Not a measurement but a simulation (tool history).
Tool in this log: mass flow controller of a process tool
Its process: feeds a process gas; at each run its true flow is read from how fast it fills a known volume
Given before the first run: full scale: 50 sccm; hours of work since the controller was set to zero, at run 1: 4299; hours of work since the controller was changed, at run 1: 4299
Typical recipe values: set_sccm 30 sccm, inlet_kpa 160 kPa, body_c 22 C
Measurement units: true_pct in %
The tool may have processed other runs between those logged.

| run | hour | set_sccm | inlet_kpa | body_c | hours of work since the controller was set to zero | hours of work since the controller was changed | true_pct |
|---|---|---|---|---|---|---|---|
| 1 | 0 | 30 | 160 | 22 | 4299 | 4299 | 100.53 |
| 2 | 342.7 | 30 | 160 | 22 | 4461 | 4461 | 100.61 |
| 3 | 576.1 | 30 | 160 | 22 | 4571 | 4571 | 100.58 |
| 4 | 736.4 | 30 | 160 | 24 | 4646 | 4646 | 100.77 |
| 5 | 1041.7 | 30 | 160 | 38 | 4791 | 4791 | 101.21 |
| 6 | 1289.1 | 30 | 160 | 38 | 4907 | 4907 | 101.26 |
| 7 | 1492.5 | 30 | 160 | 38 | 5003 | 5003 | 101.19 |
| 8 | 1661.6 | 17 | 148 | 33 | 5083 | 5083 | 100.43 |
| 9 | 2006 | 17 | 148 | 33 | 5246 | 5246 | 100.44 |
| 10 | 2166.5 | 17 | 148 | 33 | 5321 | 5321 | 100.4 |
| 11 | 2340.8 | 30 | 230 | 33 | 5404 | 5404 | 101.51 |
| 12 | 2657.1 | 27 | 230 | 36 | 5553 | 5553 | 101.54 |

What if the next run were any one of these 4? Each begins from the tool's condition after run 12:
| A | 2861.9 | 21 | 217 | 25 | 5650 | 5650 | ? |
| B | 2861.9 | 7 | 230 | 34 | 5650 | 5650 | ? |
| C | 2861.9 | 25 | 160 | 22 | 5650 | 5650 | ? |
| D | 2861.9 | 27 | 230 | 38 | 5650 | 5650 | ? |

| run | true_pct |
|---|---|
| A | 100.68 |
| B | 98.88 |
| C | 100.66 |
| D | 101.62 |
Without the tool's hidden state the same runs would have given:
| run | true_pct |
|---|---|
| A | 99.47 |
| B | 99.79 |
| C | 99.29 |
| D | 100.17 |
